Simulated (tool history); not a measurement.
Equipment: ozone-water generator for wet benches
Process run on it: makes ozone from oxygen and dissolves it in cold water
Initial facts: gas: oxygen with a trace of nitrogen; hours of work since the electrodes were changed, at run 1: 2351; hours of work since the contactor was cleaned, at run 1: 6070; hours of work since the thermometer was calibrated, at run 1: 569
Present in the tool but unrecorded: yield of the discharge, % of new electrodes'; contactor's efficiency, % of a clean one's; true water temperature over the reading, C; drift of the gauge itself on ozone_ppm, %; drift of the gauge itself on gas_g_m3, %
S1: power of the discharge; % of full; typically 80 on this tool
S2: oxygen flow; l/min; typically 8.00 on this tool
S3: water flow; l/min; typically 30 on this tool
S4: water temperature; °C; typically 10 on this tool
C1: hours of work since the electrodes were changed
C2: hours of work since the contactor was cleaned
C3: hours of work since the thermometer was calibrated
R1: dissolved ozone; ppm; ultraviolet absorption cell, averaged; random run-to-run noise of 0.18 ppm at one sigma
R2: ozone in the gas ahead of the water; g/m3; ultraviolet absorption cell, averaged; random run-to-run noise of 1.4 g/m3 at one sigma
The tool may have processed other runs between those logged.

run	hour	S1	S2	S3	S4	C1	C2	C3	R1	R2
1	0.0	80	8.00	30	10	2351	6070	569	21.6	241.8
2	82.7	80	8.00	30	8	2411	6130	630	21.9	239.5
3	178.0	80	8.00	30	8	2481	6199	699	22.0	239.1
4	341.9	80	8.00	30	9	2600	6319	818	21.6	240.7
5	421.2	80	8.00	30	9	2657	6376	876	21.4	240.7
6	504.2	80	7.06	30	9	2718	6437	936	20.7	249.0
7	655.6	65	7.06	30	9	2828	6547	1046	17.6	212.4
8	757.7	65	7.06	30	9	2902	6621	1120	17.7	209.7
9	848.8	65	5.12	30	13	2968	6687	1187	15.4	236.7
# hour 857.7: water thermometer calibrated
10	945.1	53	12.61	39	5	3038	6757	64	13.4	143.3
11	1085.8	80	13.48	32	5	3140	6859	166	22.8	191.7
12	1243.0	95	5.05	45	6	3255	6973	280	12.9	316.8
13	1319.8	44	8.00	30	13	3310	7029	336	12.7	148.6
14	1396.5	80	7.85	30	10	3366	7085	392	20.1	234.4

5 options for the next run, each taken on its own from the tool as it stands now. Forecast them:
A	1562.5	85	7.85	29	15	3487	7206	512	?	?
B	1562.5	80	8.00	30	9	3487	7206	512	?	?
C	1562.5	80	7.85	36	10	3487	7206	512	?	?
D	1562.5	73	4.86	30	10	3487	7206	512	?	?
E	1562.5	80	4.07	24	6	3487	7206	512	?	?

run	R1	R2
A	20.2	243.3
B	20.4	231.8
C	16.6	234.3
D	16.3	259.7
E	21.8	299.6
With the hidden condition removed and each run's random variation left untouched, the same runs would have given:
run	R1	R2
A	25.6	277.8
B	25.7	263.1
C	21.1	266.1
D	20.4	292.4
E	27.3	340.1

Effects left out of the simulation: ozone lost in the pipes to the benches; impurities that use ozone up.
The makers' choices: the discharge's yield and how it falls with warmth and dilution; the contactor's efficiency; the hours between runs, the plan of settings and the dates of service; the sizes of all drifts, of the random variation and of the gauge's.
